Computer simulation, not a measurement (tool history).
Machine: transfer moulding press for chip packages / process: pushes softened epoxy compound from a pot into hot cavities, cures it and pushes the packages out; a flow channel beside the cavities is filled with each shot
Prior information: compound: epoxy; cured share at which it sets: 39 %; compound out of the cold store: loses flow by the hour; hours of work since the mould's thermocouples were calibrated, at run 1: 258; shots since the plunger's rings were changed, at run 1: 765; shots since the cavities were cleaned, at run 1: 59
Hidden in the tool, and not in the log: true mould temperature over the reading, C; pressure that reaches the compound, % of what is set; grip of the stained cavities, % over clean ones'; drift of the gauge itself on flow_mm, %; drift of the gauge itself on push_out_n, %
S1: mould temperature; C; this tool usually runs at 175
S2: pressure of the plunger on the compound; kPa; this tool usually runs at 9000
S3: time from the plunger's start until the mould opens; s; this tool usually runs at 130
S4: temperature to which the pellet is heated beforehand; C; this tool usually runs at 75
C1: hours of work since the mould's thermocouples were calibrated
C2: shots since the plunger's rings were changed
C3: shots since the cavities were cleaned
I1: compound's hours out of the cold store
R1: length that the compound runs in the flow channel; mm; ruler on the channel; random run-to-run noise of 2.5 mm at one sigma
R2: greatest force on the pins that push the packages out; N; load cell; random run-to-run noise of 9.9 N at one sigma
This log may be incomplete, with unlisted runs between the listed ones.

| run | day | S1 | S2 | S3 | S4 | C1 | C2 | C3 | I1 | R1 | R2 |
|---|---|---|---|---|---|---|---|---|---|---|---|
| 1 | 0.000 | 175 | 9000 | 130 | 75 | 258 | 765 | 59 | 14.1 | 843 | 465 |
| 2 | 0.804 | 175 | 9000 | 130 | 83 | 269 | 940 | 234 | 13.0 | 841 | 448 |
| 3 | 1.367 | 175 | 9000 | 130 | 75 | 277 | 1062 | 356 | 30.7 | 787 | 441 |
| 4 | 2.300 | 175 | 9000 | 130 | 75 | 291 | 1265 | 559 | 37.3 | 764 | 449 |
|  | 3.046 | cavities cleaned with cleaning compound and waxed |
| 5 | 3.138 | 175 | 9000 | 130 | 75 | 302 | 1434 | 21 | 12.9 | 844 | 441 |
| 6 | 3.658 | 175 | 9000 | 130 | 75 | 309 | 1546 | 133 | 15.5 | 831 | 446 |
| 7 | 4.162 | 175 | 9000 | 138 | 75 | 316 | 1656 | 243 | 41.3 | 752 | 400 |
| 8 | 5.092 | 175 | 9000 | 138 | 75 | 329 | 1858 | 445 | 18.3 | 824 | 424 |
| 9 | 5.633 | 175 | 9000 | 138 | 75 | 337 | 1975 | 562 | 12.0 | 843 | 434 |
|  | 6.379 | cavities cleaned with cleaning compound and waxed |
| 10 | 6.638 | 175 | 9000 | 138 | 75 | 351 | 2180 | 56 | 31.3 | 783 | 401 |
| 11 | 7.129 | 170 | 9000 | 138 | 75 | 358 | 2287 | 163 | 19.5 | 842 | 557 |
| 12 | 7.550 | 175 | 9000 | 138 | 75 | 363 | 2378 | 254 | 34.7 | 773 | 447 |
| 13 | 7.988 | 175 | 9000 | 124 | 75 | 370 | 2474 | 350 | 40.1 | 755 | 457 |
|  | 8.167 | mould's thermocouples calibrated |
| 14 | 8.588 | 175 | 9000 | 124 | 75 | 6 | 2585 | 461 | 26.0 | 804 | 479 |
| 15 | 9.479 | 171 | 10430 | 160 | 75 | 19 | 2779 | 655 | 37.2 | 839 | 414 |
|  | 9.829 | cavities cleaned with cleaning compound and waxed |
| 16 | 10.396 | 181 | 10270 | 155 | 76 | 31 | 2965 | 123 | 33.0 | 806 | 357 |
| 17 | 11.050 | 181 | 10270 | 155 | 76 | 40 | 3107 | 265 | 26.1 | 833 | 358 |
| 18 | 11.738 | 181 | 10270 | 155 | 76 | 50 | 3256 | 414 | 16.5 | 862 | 352 |
| 19 | 12.283 | 175 | 9000 | 130 | 70 | 58 | 3375 | 533 | 32.9 | 776 | 446 |
| 20 | 12.938 | 175 | 9000 | 130 | 70 | 67 | 3518 | 676 | 9.7 | 856 | 471 |
|  | 13.229 | cavities cleaned with cleaning compound and waxed |
| 21 | 13.629 | 175 | 9000 | 130 | 70 | 76 | 3654 | 87 | 32.3 | 777 | 454 |
| 22 | 14.604 | 180 | 7870 | 123 | 69 | 90 | 3866 | 299 | 40.3 | 689 | 380 |
| 23 | 15.417 | 181 | 6910 | 160 | 78 | 101 | 4043 | 476 | 44.7 | 635 | 360 |
| 24 | 16.025 | 181 | 6910 | 160 | 78 | 110 | 4174 | 607 | 34.0 | 663 | 362 |
|  | 16.542 | cavities cleaned with cleaning compound and waxed |
|  | 17.142 | plunger's sealing rings changed |
| 25 | 17.196 | 170 | 9000 | 113 | 75 | 124 | 12 | 119 | 16.2 | 853 | 839 |
| 26 | 17.838 | 173 | 7820 | 126 | 65 | 133 | 151 | 258 | 17.7 | 779 | 540 |
| 27 | 18.383 | 175 | 9000 | 140 | 67 | 141 | 269 | 376 | 22.9 | 810 | 416 |
| 28 | 18.850 | 175 | 9000 | 150 | 68 | 148 | 372 | 479 | 36.6 | 765 | 400 |

3 ways to go on from here, each from the tool as it stands after run 28. What would each give?
| A | 19.433 | 175 | 9000 | 117 | 68 | 156 | 498 | 605 | 19.7 | ? | ? |
| B | 19.433 | 175 | 9930 | 150 | 73 | 156 | 498 | 605 | 30.5 | ? | ? |
| C | 19.433 | 172 | 9000 | 156 | 75 | 156 | 498 | 605 | 23.8 | ? | ? |

| run | R1 | R2 |
|---|---|---|
| A | 826 | 552 |
| B | 825 | 402 |
| C | 820 | 418 |
With the hidden condition removed and each run's random variation left untouched, the same runs would have given:
| run | R1 | R2 |
|---|---|---|
| A | 826 | 546 |
| B | 825 | 398 |
| C | 820 | 413 |
